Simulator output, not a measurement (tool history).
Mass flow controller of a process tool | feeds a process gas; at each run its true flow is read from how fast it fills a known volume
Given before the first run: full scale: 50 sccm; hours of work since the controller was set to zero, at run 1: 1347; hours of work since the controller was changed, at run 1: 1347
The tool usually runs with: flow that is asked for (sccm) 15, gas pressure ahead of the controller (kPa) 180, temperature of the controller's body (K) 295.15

run    hour  flow that is asked for (sccm)  gas pressure ahead of the controller (kPa)  temperature of the controller's body (K)  hours of work since the controller was set to zero  hours of work since the controller was changed  true flow (%)
  1     0.0                             15                                         180                                    295.15                                                1347                                            1347         100.91
  2    50.1                             15                                         180                                    295.15                                                1365                                            1365         100.94
  3   151.7                             15                                         180                                    295.15                                                1401                                            1401         100.90
  4   200.8                             15                                         180                                    295.15                                                1418                                            1418         100.98
  5   279.1                             15                                         237                                    295.15                                                1445                                            1445         100.65
  6   329.8                             15                                         237                                    295.15                                                1463                                            1463         100.57
  7   421.9                             15                                         237                                    295.15                                                1496                                            1496         100.46
  8   494.6                             15                                         237                                    295.15                                                1521                                            1521         100.62
  9   586.3                             15                                         180                                    295.15                                                1553                                            1553         100.97
 10   671.8                             15                                         180                                    295.15                                                1583                                            1583         100.93
 11   754.1                             15                                         180                                    295.15                                                1612                                            1612         101.03
 12   822.3                             15                                         180                                    295.15                                                1636                                            1636         100.95
 13   875.6                             15                                         180                                    295.15                                                1655                                            1655         101.15
 14   930.5                             15                                         180                                    295.15                                                1674                                            1674         101.02
 15  1005.7                             15                                         180                                    295.15                                                1701                                            1701         101.13
 16  1088.5                             15                                         180                                    295.15                                                1730                                            1730         101.10
 17  1191.7                             18                                         180                                    295.15                                                1766                                            1766         101.02
 18  1280.9                             15                                         180                                    295.15                                                1798                                            1798         101.23
 19  1334.4                             15                                         180                                    295.15                                                1817                                            1817         101.14
 20  1414.4                             15                                         180                                    295.15                                                1845                                            1845         101.29
 21  1527.9                             10                                         180                                    295.15                                                1885                                            1885         101.44
 22  1628.6                             15                                         180                                    295.15                                                1920                                            1920         101.20
 23  1725.5                             15                                         180                                    295.15                                                1954                                            1954         101.25
 24  1835.8                             12                                         186                                    299.15                                                1993                                            1993         101.08
 25  1925.9                              7                                         252                                    300.15                                                2025                                            2025         101.45
 26  2005.3                             14                                         202                                    296.15                                                2053                                            2053         101.05
 27  2057.0                             10                                         180                                    295.15                                                2071                                            2071         101.63
 28  2158.9                             42                                         145                                    295.15                                                2107                                            2107         101.35
 29  2218.2                             42                                         145                                    295.15                                                2127                                            2127         101.35
 30  2275.6                             15                                         144                                    293.15                                                2148                                            2148         101.55
 31  2353.6                             16                                         208                                    312.15                                                2175                                            2175         100.39
 32  2463.0                             21                                         239                                    294.15                                                2214                                            2214         100.82
 33  2555.9                             21                                         239                                    294.15                                                2246                                            2246         100.89
 34  2649.8                             10                                         172                                    295.15                                                2279                                            2279         101.90
 35  2745.8                             30                                         180                                    309.15                                                2313                                            2313         100.57
 36  2835.0                             46                                         195                                    298.15                                                2344                                            2344         100.89
 37  2905.8                             11                                         150                                    309.15                                                2369                                            2369         101.44
 38  2953.8                             15                                         156                                    305.15                                                2386                                            2386         101.21
 39  3020.3                             13                                         195                                    295.15                                                2410                                            2410         101.52

Run 40, settings as shown, results not yet in. Your forecast:
 40  3069.4                             13                                         195                                    295.15                                                2427                                            2427              ?

Run 40 measured true flow (%) 101.42.
With the hidden condition absent and the run-to-run variation left alone, this run would have shown true flow (%) 99.69.
